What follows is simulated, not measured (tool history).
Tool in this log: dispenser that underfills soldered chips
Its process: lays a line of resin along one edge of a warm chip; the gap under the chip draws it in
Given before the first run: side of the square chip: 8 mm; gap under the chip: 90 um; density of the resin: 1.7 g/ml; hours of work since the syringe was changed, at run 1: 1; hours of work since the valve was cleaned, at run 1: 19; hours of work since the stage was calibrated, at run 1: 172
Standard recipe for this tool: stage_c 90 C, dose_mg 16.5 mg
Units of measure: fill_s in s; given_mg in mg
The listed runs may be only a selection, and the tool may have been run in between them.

| run | hour | stage_c | dose_mg | hours of work since the syringe was changed | hours of work since the valve was cleaned | hours of work since the stage was calibrated | fill_s | given_mg |
|---|---|---|---|---|---|---|---|---|
| 1 | 0.0 | 90 | 16.5 | 1 | 19 | 172 | 36.1 | 16.34 |
| 2 | 9.7 | 90 | 16.5 | 9 | 26 | 179 | 49.2 | 16.19 |
|  | 12.3 | new syringe of resin |
| 3 | 23.9 | 90 | 16.5 | 9 | 37 | 190 | 48.5 | 16.09 |
|  | 26.9 | new syringe of resin |
| 4 | 34.4 | 90 | 16.5 | 6 | 44 | 197 | 43.5 | 15.99 |
|  | 37.9 | dispensing valve cleaned and set on the balance |
|  | 42.0 | new syringe of resin |
| 5 | 42.8 | 90 | 16.5 | 1 | 3 | 203 | 35.3 | 16.38 |
| 6 | 55.6 | 97 | 16.5 | 10 | 13 | 212 | 42.2 | 16.29 |
|  | 57.1 | new syringe of resin |
| 7 | 67.1 | 94 | 19.5 | 7 | 21 | 220 | 41.1 | 19.14 |
|  | 71.1 | new syringe of resin |
| 8 | 80.3 | 81 | 18.9 | 7 | 31 | 230 | 60.1 | 18.34 |
|  | 86.1 | new syringe of resin |
| 9 | 91.8 | 81 | 18.9 | 4 | 39 | 238 | 55.2 | 18.28 |

What will run 10 give?
|  | 101.5 | new syringe of resin |
|  | 102.5 | dispensing valve cleaned and set on the balance |
| 10 | 105.2 | 98 | 16.2 | 2 | 2 | 248 | ? | ? |

fill_s: 29.5 s
given_mg: 16.13 mg
Minus the tool's unlogged condition, the same run would have read fill_s 26.7 s, given_mg 16.18 mg.
